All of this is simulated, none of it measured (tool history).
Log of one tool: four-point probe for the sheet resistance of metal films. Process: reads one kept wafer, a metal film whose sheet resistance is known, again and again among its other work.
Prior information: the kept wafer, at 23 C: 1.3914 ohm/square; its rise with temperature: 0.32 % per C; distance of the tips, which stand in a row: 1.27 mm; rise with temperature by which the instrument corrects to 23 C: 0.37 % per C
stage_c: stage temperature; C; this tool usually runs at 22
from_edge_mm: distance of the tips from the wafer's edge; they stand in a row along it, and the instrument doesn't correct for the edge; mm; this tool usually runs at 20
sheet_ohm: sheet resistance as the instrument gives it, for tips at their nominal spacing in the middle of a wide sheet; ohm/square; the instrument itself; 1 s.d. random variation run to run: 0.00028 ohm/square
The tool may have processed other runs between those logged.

{"run": 1, "hour": 0.0, "stage_c": 22, "from_edge_mm": 20, "sheet_ohm": 1.395066}
{"run": 2, "hour": 33.1, "stage_c": 22, "from_edge_mm": 20, "sheet_ohm": 1.39496}
{"run": 3, "hour": 96.2, "stage_c": 19, "from_edge_mm": 20, "sheet_ohm": 1.397057}
{"run": 4, "hour": 135.6, "stage_c": 19, "from_edge_mm": 20, "sheet_ohm": 1.397191}
{"run": 5, "hour": 202.0, "stage_c": 32, "from_edge_mm": 20, "sheet_ohm": 1.388594}
{"run": 6, "hour": 249.7, "stage_c": 22, "from_edge_mm": 20, "sheet_ohm": 1.395712}
{"run": 7, "hour": 299.2, "stage_c": 22, "from_edge_mm": 20, "sheet_ohm": 1.395013}
{"run": 8, "hour": 368.1, "stage_c": 22, "from_edge_mm": 3, "sheet_ohm": 1.513979}
{"run": 9, "hour": 421.0, "stage_c": 22, "from_edge_mm": 3, "sheet_ohm": 1.512805}
{"run": 10, "hour": 485.1, "stage_c": 22, "from_edge_mm": 20, "sheet_ohm": 1.395371}
{"run": 11, "hour": 544.1, "stage_c": 22, "from_edge_mm": 20, "sheet_ohm": 1.394882}
{"run": 12, "hour": 605.8, "stage_c": 22, "from_edge_mm": 4, "sheet_ohm": 1.463922}
{"run": 13, "hour": 675.5, "stage_c": 22, "from_edge_mm": 4, "sheet_ohm": 1.463187}
{"run": 14, "hour": 710.6, "stage_c": 27, "from_edge_mm": 24, "sheet_ohm": 1.390788}
{"run": 15, "hour": 782.4, "stage_c": 22, "from_edge_mm": 5, "sheet_ohm": 1.438536}
{"run": 16, "hour": 815.0, "stage_c": 27, "from_edge_mm": 10, "sheet_ohm": 1.400437}
{"run": 17, "hour": 879.2, "stage_c": 23, "from_edge_mm": 46, "sheet_ohm": 1.391821}
{"run": 18, "hour": 912.2, "stage_c": 23, "from_edge_mm": 31, "sheet_ohm": 1.392983}
{"run": 19, "hour": 941.4, "stage_c": 23, "from_edge_mm": 31, "sheet_ohm": 1.392943}
{"run": 20, "hour": 993.7, "stage_c": 35, "from_edge_mm": 7, "sheet_ohm": 1.407945}
{"run": 21, "hour": 1049.5, "stage_c": 35, "from_edge_mm": 7, "sheet_ohm": 1.407977}
{"run": 22, "hour": 1107.5, "stage_c": 35, "from_edge_mm": 7, "sheet_ohm": 1.407687}
{"run": 23, "hour": 1169.7, "stage_c": 34, "from_edge_mm": 4, "sheet_ohm": 1.455414}
{"run": 24, "hour": 1216.8, "stage_c": 29, "from_edge_mm": 5, "sheet_ohm": 1.433806}
{"run": 25, "hour": 1271.5, "stage_c": 22, "from_edge_mm": 24, "sheet_ohm": 1.394538}
{"run": 26, "hour": 1310.4, "stage_c": 21, "from_edge_mm": 14, "sheet_ohm": 1.399227}

Here are 4 independent what-if runs from the current tool condition. What would each one return?
{"run": "A", "hour": 1377.6, "stage_c": 21, "from_edge_mm": 7, "sheet_ohm": "?"}
{"run": "B", "hour": 1377.6, "stage_c": 19, "from_edge_mm": 14, "sheet_ohm": "?"}
{"run": "C", "hour": 1377.6, "stage_c": 27, "from_edge_mm": 14, "sheet_ohm": "?"}
{"run": "D", "hour": 1377.6, "stage_c": 21, "from_edge_mm": 42, "sheet_ohm": "?"}

run=A sheet_ohm=1.417151
run=B sheet_ohm=1.400570
run=C sheet_ohm=1.394740
run=D sheet_ohm=1.393913
Without the tool's hidden state the same runs would have given:
run=A sheet_ohm=1.417144
run=B sheet_ohm=1.400563
run=C sheet_ohm=1.394732
run=D sheet_ohm=1.393906
